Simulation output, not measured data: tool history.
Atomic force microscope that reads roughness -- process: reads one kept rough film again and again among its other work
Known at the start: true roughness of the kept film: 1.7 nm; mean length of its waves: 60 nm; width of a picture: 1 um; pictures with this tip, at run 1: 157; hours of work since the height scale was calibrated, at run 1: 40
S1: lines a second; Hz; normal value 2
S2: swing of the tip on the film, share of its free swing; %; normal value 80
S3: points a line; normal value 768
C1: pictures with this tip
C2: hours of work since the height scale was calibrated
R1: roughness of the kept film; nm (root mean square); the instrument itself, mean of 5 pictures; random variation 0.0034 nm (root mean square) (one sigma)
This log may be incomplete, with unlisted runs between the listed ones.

Run 1, hour 0: usual settings; C1 157; C2 40. Result: R1 1.379 nm (root mean square).
Run 2, hour 13.9: usual settings; C1 185; C2 51. Result: R1 1.379 nm (root mean square).
Run 3, hour 30.6: usual settings; C1 219; C2 64. Result: R1 1.378 nm (root mean square).
Run 4, hour 42.4: usual settings; C1 242; C2 73. Result: R1 1.377 nm (root mean square).
Run 5, hour 65.3: usual settings; C1 289; C2 90. Result: R1 1.37 nm (root mean square).
Run 6, hour 78.3: usual settings but S1 0.65 Hz; C1 315; C2 100. Result: R1 1.549 nm (root mean square).
Run 7, hour 97.9: usual settings but S1 0.65 Hz; C1 354; C2 116. Result: R1 1.544 nm (root mean square).
At hour 115.2: new tip fitted.
Run 8, hour 116.2: usual settings but S1 0.65 Hz; C1 2; C2 129. Result: R1 1.575 nm (root mean square).
Run 9, hour 134.5: usual settings; C1 39; C2 144. Result: R1 1.382 nm (root mean square).
Run 10, hour 158.4: usual settings; C1 87; C2 162. Result: R1 1.384 nm (root mean square).
Run 11, hour 173.8: usual settings but S3 257; C1 118; C2 174. Result: R1 1.375 nm (root mean square).
Run 12, hour 193.9: usual settings but S3 257; C1 159; C2 189. Result: R1 1.377 nm (root mean square).
Run 13, hour 208.6: usual settings but S3 257; C1 188; C2 201. Result: R1 1.365 nm (root mean square).
Run 14, hour 228.4: usual settings but S3 257; C1 228; C2 216. Result: R1 1.368 nm (root mean square).
Run 15, hour 250.5: usual settings; C1 273; C2 233. Result: R1 1.371 nm (root mean square).
Run 16, hour 270.1: usual settings; C1 312; C2 248. Result: R1 1.368 nm (root mean square).
Run 17, hour 289.7: usual settings; C1 352; C2 264. Result: R1 1.362 nm (root mean square).
Run 18, hour 304.9: usual settings but S3 383; C1 382; C2 275. Result: R1 1.364 nm (root mean square).
At hour 308.7: new tip fitted.
Run 19, hour 315.4: usual settings but S3 383; C1 13; C2 283. Result: R1 1.377 nm (root mean square).
Run 20, hour 336.6: usual settings; C1 56; C2 299. Result: R1 1.384 nm (root mean square).
Run 21, hour 360.7: usual settings; C1 105; C2 318. Result: R1 1.377 nm (root mean square).
Run 22, hour 371.3: usual settings; C1 126; C2 326. Result: R1 1.377 nm (root mean square).
Run 23, hour 391.3: usual settings; C1 166; C2 342. Result: R1 1.375 nm (root mean square).
Run 24, hour 401.7: usual settings; C1 187; C2 350. Result: R1 1.373 nm (root mean square).
Run 25, hour 416.9: usual settings but S1 0.88 Hz; C1 218; C2 362. Result: R1 1.52 nm (root mean square).
Run 26, hour 428.3: usual settings but S1 0.88 Hz; C1 241; C2 370. Result: R1 1.515 nm (root mean square).
Run 27, hour 439.1: usual settings but S1 0.88 Hz; C1 263; C2 379. Result: R1 1.524 nm (root mean square).
Run 28, hour 453.8: usual settings but S1 0.88 Hz; C1 292; C2 390. Result: R1 1.514 nm (root mean square).
Run 29, hour 477.5: usual settings but S1 0.88 Hz; C1 340; C2 408. Result: R1 1.512 nm (root mean square).
Run 30, hour 499.7: usual settings but S1 0.88 Hz, S2 82 %; C1 385; C2 426. Result: R1 1.499 nm (root mean square).
At hour 501.9: new tip fitted.
Run 31, hour 522.2: usual settings but S1 0.88 Hz, S2 87 %, S3 301; C1 41; C2 443. Result: R1 1.48 nm (root mean square).
Run 32, hour 536: usual settings but S1 0.88 Hz, S2 87 %, S3 301; C1 69; C2 453. Result: R1 1.483 nm (root mean square).
Run 33, hour 546.1: usual settings but S1 1.28 Hz, S2 67 %, S3 304; C1 89; C2 461. Result: R1 1.564 nm (root mean square).
Run 34, hour 563.2: usual settings but S2 89 %, S3 614; C1 124; C2 474. Result: R1 1.265 nm (root mean square).
Run 35, hour 574: usual settings but S3 361; C1 146; C2 483. Result: R1 1.371 nm (root mean square).
Run 36, hour 591.9: usual settings but S2 72 %, S3 387; C1 182; C2 497. Result: R1 1.457 nm (root mean square).
Run 37, hour 609.5: usual settings but S1 1.65 Hz, S3 769; C1 217; C2 510. Result: R1 1.417 nm (root mean square).
Run 38, hour 621.7: usual settings but S1 1.65 Hz, S3 769; C1 242; C2 520. Result: R1 1.42 nm (root mean square).
Run 39, hour 633.3: usual settings but S2 78 %; C1 265; C2 529. Result: R1 1.394 nm (root mean square).
Run 40, hour 650.5: usual settings but S1 1.76 Hz; C1 300; C2 542. Result: R1 1.396 nm (root mean square).
Run 41, hour 669.3: usual settings but S1 3.56 Hz, S2 75 %, S3 328; C1 338; C2 556. Result: R1 1.282 nm (root mean square).
Run 42, hour 681.4: usual settings but S1 0.6 Hz, S2 70 %, S3 422; C1 362; C2 566. Result: R1 1.588 nm (root mean square).
At hour 694.2: new tip fitted.
Run 43, hour 697: usual settings but S1 0.6 Hz, S2 70 %, S3 422; C1 5; C2 577. Result: R1 1.611 nm (root mean square).
Run 44, hour 716.3: usual settings but S1 0.6 Hz, S2 70 %, S3 422; C1 44; C2 592. Result: R1 1.608 nm (root mean square).
Run 45, hour 730.1: usual settings but S1 2.13 Hz, S3 331; C1 72; C2 603. Result: R1 1.36 nm (root mean square).
Run 46, hour 747.4: usual settings but S1 2.13 Hz, S3 331; C1 107; C2 616. Result: R1 1.362 nm (root mean square).
Run 47, hour 767.5: usual settings but S1 0.89 Hz, S2 78 %, S3 281; C1 147; C2 632. Result: R1 1.529 nm (root mean square).
Run 48, hour 786.5: usual settings but S2 89 %, S3 398; C1 186; C2 647. Result: R1 1.259 nm (root mean square).
Run 49, hour 808.6: usual settings but S1 0.63 Hz, S2 59 %, S3 270; C1 230; C2 664. Result: R1 1.621 nm (root mean square).
Run 50, hour 832.2: usual settings but S1 1.6 Hz, S2 87 %, S3 464; C1 278; C2 682. Result: R1 1.34 nm (root mean square).
Run 51, hour 854.1: usual settings but S1 1.09 Hz, S2 56 %, S3 357; C1 322; C2 699. Result: R1 1.601 nm (root mean square).
Run 52, hour 868.5: usual settings but S2 88 %; C1 351; C2 710. Result: R1 1.264 nm (root mean square).
Run 53, hour 878.3: usual settings but S2 88 %; C1 371; C2 718. Result: R1 1.259 nm (root mean square).

Below are 3 alternative next runs, each starting from the tool's condition after run 53. Predict each:
At hour 887.4: new tip fitted.
Run A, hour 890.3: usual settings but S1 1.13 Hz, S2 61 %; C1 6; C2 726. Result: R1 ?.
At hour 887.4: new tip fitted.
Run B, hour 890.3: usual settings but S1 3.65 Hz, S2 88 %, S3 505; C1 6; C2 726. Result: R1 ?.
At hour 887.4: new tip fitted.
Run C, hour 890.3: usual settings but S1 0.7 Hz; C1 6; C2 726. Result: R1 ?.

run     R1
  A  1.611
  B   1.07
  C  1.564
With the hidden condition removed and each run's random variation left untouched, the same runs would have given:
run     R1
  A  1.615
  B  1.073
  C  1.568
